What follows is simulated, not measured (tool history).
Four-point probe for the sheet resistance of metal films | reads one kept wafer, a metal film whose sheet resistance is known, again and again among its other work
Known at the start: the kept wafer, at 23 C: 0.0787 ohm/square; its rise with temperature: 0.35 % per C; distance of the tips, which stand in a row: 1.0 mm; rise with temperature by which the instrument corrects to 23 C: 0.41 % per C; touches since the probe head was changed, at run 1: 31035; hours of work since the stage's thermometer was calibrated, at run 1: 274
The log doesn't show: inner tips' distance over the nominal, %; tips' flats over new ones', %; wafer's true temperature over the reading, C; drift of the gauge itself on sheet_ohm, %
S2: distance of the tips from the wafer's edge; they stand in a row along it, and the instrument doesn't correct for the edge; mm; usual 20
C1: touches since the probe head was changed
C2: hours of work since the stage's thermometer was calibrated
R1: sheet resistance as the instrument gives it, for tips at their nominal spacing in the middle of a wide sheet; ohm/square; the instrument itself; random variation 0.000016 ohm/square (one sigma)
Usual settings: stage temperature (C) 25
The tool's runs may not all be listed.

run 1 hour=0.0 | stage_temperature_(C)=25 S2=20 | C1=31035 C2=274 | R1=0.078720
run 2 hour=23.1 | stage_temperature_(C)=25 S2=34 | C1=31422 C2=287 | R1=0.078648
run 3 hour=42.5 | stage_temperature_(C)=25 S2=20 | C1=31748 C2=298 | R1=0.078708
run 4 hour=74.1 | stage_temperature_(C)=25 S2=6 | C1=32276 C2=316 | R1=0.079775
run 5 hour=110.9 | stage_temperature_(C)=29 S2=6 | C1=32892 C2=337 | R1=0.079553
run 6 hour=136.1 | stage_temperature_(C)=25 S2=20 | C1=33315 C2=352 | R1=0.078709
run 7 hour=181.9 | stage_temperature_(C)=25 S2=20 | C1=34081 C2=378 | R1=0.078687
run 8 hour=213.4 | stage_temperature_(C)=25 S2=12 | C1=34608 C2=396 | R1=0.078924
run 9 hour=256.9 | stage_temperature_(C)=25 S2=24 | C1=35337 C2=421 | R1=0.078661
run 10 hour=286.0 | stage_temperature_(C)=20 S2=24 | C1=35823 C2=438 | R1=0.078892
run 11 hour=314.6 | stage_temperature_(C)=25 S2=18 | C1=36303 C2=454 | R1=0.078735
run 12 hour=347.5 | stage_temperature_(C)=25 S2=18 | C1=36854 C2=473 | R1=0.078713
run 13 hour=372.1 | stage_temperature_(C)=25 S2=18 | C1=37265 C2=487 | R1=0.078717
run 14 hour=414.4 | stage_temperature_(C)=25 S2=18 | C1=37973 C2=511 | R1=0.078754
run 15 hour=456.2 | stage_temperature_(C)=25 S2=12 | C1=38673 C2=535 | R1=0.078907
run 16 hour=483.3 | stage_temperature_(C)=25 S2=12 | C1=39128 C2=551 | R1=0.078901
run 17 hour=529.7 | stage_temperature_(C)=25 S2=47 | C1=39903 C2=578 | R1=0.078639
run 18 hour=566.8 | stage_temperature_(C)=25 S2=34 | C1=40526 C2=599 | R1=0.078632
run 19 hour=586.7 | stage_temperature_(C)=22 S2=13 | C1=40858 C2=610 | R1=0.078996
run 20 hour=612.2 | stage_temperature_(C)=25 S2=12 | C1=41285 C2=625 | R1=0.078917
run 21 hour=651.9 | stage_temperature_(C)=30 S2=3 | C1=41950 C2=648 | R1=0.082793
run 22 hour=683.4 | stage_temperature_(C)=25 S2=35 | C1=42477 C2=666 | R1=0.078632
run 23 hour=710.2 | stage_temperature_(C)=26 S2=44 | C1=42926 C2=681 | R1=0.078606
run 24 hour=750.2 | stage_temperature_(C)=26 S2=44 | C1=43597 C2=704 | R1=0.078588
run 25 hour=772.2 | stage_temperature_(C)=26 S2=44 | C1=43964 C2=717 | R1=0.078580
run 26 hour=801.1 | stage_temperature_(C)=26 S2=44 | C1=44449 C2=733 | R1=0.078582
run 27 hour=824.7 | stage_temperature_(C)=31 S2=17 | C1=44843 C2=747 | R1=0.078510
run 28 hour=865.8 | stage_temperature_(C)=25 S2=22 | C1=45531 C2=770 | R1=0.078674
run 29 hour=906.9 | stage_temperature_(C)=34 S2=58 | C1=46220 C2=794 | R1=0.078215
run 30 hour=925.8 | stage_temperature_(C)=34 S2=58 | C1=46535 C2=805 | R1=0.078229
run 31 hour=964.6 | stage_temperature_(C)=34 S2=58 | C1=47185 C2=827 | R1=0.078215
run 32 hour=991.6 | stage_temperature_(C)=25 S2=60 | C1=47638 C2=843 | R1=0.078616

The next listed run, before its measurement:
run 33 hour=1014.3 | stage_temperature_(C)=25 S2=60 | C1=48017 C2=855 | R1=?

Run 33 gave R1 0.078596 ohm/square.
Without the tool's hidden state the same run would have given R1 0.078596 ohm/square.

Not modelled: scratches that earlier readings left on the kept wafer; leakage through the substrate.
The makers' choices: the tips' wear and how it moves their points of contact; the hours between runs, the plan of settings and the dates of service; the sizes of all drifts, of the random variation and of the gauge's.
